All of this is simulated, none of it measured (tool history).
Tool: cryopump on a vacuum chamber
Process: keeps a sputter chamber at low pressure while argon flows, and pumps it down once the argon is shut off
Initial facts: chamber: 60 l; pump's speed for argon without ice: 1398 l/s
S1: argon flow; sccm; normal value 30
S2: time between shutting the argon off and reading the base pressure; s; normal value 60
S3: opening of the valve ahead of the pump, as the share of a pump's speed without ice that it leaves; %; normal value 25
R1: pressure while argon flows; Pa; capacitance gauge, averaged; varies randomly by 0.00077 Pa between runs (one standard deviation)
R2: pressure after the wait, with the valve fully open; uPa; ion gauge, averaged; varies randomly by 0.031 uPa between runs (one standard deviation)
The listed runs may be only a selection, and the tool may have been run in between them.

run,day,S1,S2,S3,R1,R2
1,0,30,60,25,0.1504,1.94
2,4.5,44,60,25,0.2224,1.95
3,8.258,44,60,25,0.2244,1.94
4,11,44,60,25,0.2259,2
5,14.092,30,60,44,0.0924,1.98
6,19.479,30,60,44,0.0944,2.06
# day 22.938: pump warmed up, emptied and cooled again
7,24.304,30,60,44,0.0833,1.97
8,27.617,30,27,25,0.1487,3.64
9,32.525,30,60,15,0.2437,1.98
10,37.388,13,60,25,0.0647,2.01
11,41.012,30,60,25,0.1511,2.01
12,43.371,30,105,25,0.1503,1.47
13,46.862,20,60,25,0.1016,2.07
14,51.008,30,60,25,0.1524,2.12
15,55.408,18,60,25,0.0929,2.14
16,59.117,30,60,25,0.1555,2.17
17,63.825,30,60,25,0.1562,2.2
18,66.621,56,86,24,0.3064,1.8
# day 68.1: pump warmed up, emptied and cooled again
19,70.754,30,287,25,0.1465,0.98
20,75.05,45,81,32,0.173,1.76
21,79.896,15,134,30,0.062,1.31
22,83.75,15,134,30,0.0625,1.44
23,87.367,15,21,21,0.0889,4.74
24,90.575,15,21,21,0.0894,4.88
25,92.921,15,21,21,0.0906,5.07
26,96.062,32,112,41,0.1025,1.63
27,100.562,17,28,58,0.0411,3.89
28,103.046,34,212,18,0.2393,1.32

Run by run, hidden condition taken away, random variation retained:
Hidden state at play: pump's speed, % of a pump's without ice; cold plate's temperature, K; leak into the chamber, uPa l/s; drift of the gauge itself on working_pa, %; drift of the gauge itself on base_upa, %.
run,R1,R2
1,0.1448,1.63
2,0.2123,1.62
3,0.2128,1.57
4,0.2131,1.6
5,0.0826,1.57
6,0.0829,1.61
7,0.082,1.64
8,0.1468,3.3
9,0.2407,1.61
10,0.0628,1.62
11,0.146,1.58
12,0.1445,1.02
13,0.0971,1.61
14,0.1444,1.62
15,0.0872,1.61
16,0.145,1.61
17,0.144,1.59
18,0.282,1.18
19,0.145,0.54
20,0.1693,1.28
21,0.0602,0.8
22,0.0601,0.89
23,0.0861,4.17
24,0.0862,4.28
25,0.087,4.43
26,0.0939,0.98
27,0.0357,3.21
28,0.2276,0.62

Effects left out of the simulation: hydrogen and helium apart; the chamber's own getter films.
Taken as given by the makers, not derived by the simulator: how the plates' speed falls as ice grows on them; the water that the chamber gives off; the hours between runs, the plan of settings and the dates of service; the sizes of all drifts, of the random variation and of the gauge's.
